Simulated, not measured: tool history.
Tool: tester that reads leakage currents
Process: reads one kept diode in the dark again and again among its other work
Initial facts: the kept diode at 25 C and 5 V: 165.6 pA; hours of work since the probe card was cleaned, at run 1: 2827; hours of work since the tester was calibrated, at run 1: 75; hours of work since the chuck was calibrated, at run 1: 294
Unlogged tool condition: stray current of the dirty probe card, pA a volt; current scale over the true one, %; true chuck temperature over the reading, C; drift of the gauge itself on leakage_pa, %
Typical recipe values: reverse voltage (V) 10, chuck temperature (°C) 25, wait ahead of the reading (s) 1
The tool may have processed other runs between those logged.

run,day,reverse voltage (V),chuck temperature (°C),wait ahead of the reading (s),hours of work since the probe card was cleaned,hours of work since the tester was calibrated,hours of work since the chuck was calibrated,current that the tester gives (pA)
1,0,10,25,1,2827,75,294,253.99
2,0.783,10,25,0.86,2841,88,308,255.85
3,1.871,10,25,0.86,2859,107,327,256.69
4,2.433,10,25,3.99,2869,117,336,253.46
5,3.008,10,25,3.99,2879,127,346,251.63
6,3.775,10,25,3.99,2892,140,359,254.98
7,4.912,10,25,0.58,2911,159,379,255.67
8,6.079,10,25,0.58,2931,179,399,254.55
9,6.938,10,25,0.58,2946,194,413,255.09
10,7.646,10,25,0.58,2958,206,425,254.8
11,8.954,10,25,0.58,2981,228,448,254.23
12,9.767,10,25,1,2994,242,462,252.83
13,10.738,10,29,1,3011,259,478,360.18
14,11.442,4.4,25,1.9,3023,271,491,159.28
15,12.625,1.8,25,1,3043,291,511,96.44
16,13.279,1.8,25,1,3055,303,522,96.76
17,14.475,6.7,21,1.95,3075,323,543,139.48
18,15.021,4.6,21,9.55,3084,332,552,112.06
# day 15.212: probe card cleaned and baked
19,15.908,4.6,21,9.55,12,345,565,117.21
20,16.625,10,25,0.36,24,358,577,265.13
21,17.371,10,25,0.36,37,370,590,265.94
22,18.579,10,25,0.36,58,391,611,264.18
23,19.304,3.3,23,0.36,70,404,623,116.38

Estimate the outcome of run 24 from the log above:
24,20.275,10,60,1.29,87,420,640,?

current that the tester gives (pA): 4725.33
Minus the tool's unlogged condition, the same run would have read current that the tester gives (pA) 4840.08.

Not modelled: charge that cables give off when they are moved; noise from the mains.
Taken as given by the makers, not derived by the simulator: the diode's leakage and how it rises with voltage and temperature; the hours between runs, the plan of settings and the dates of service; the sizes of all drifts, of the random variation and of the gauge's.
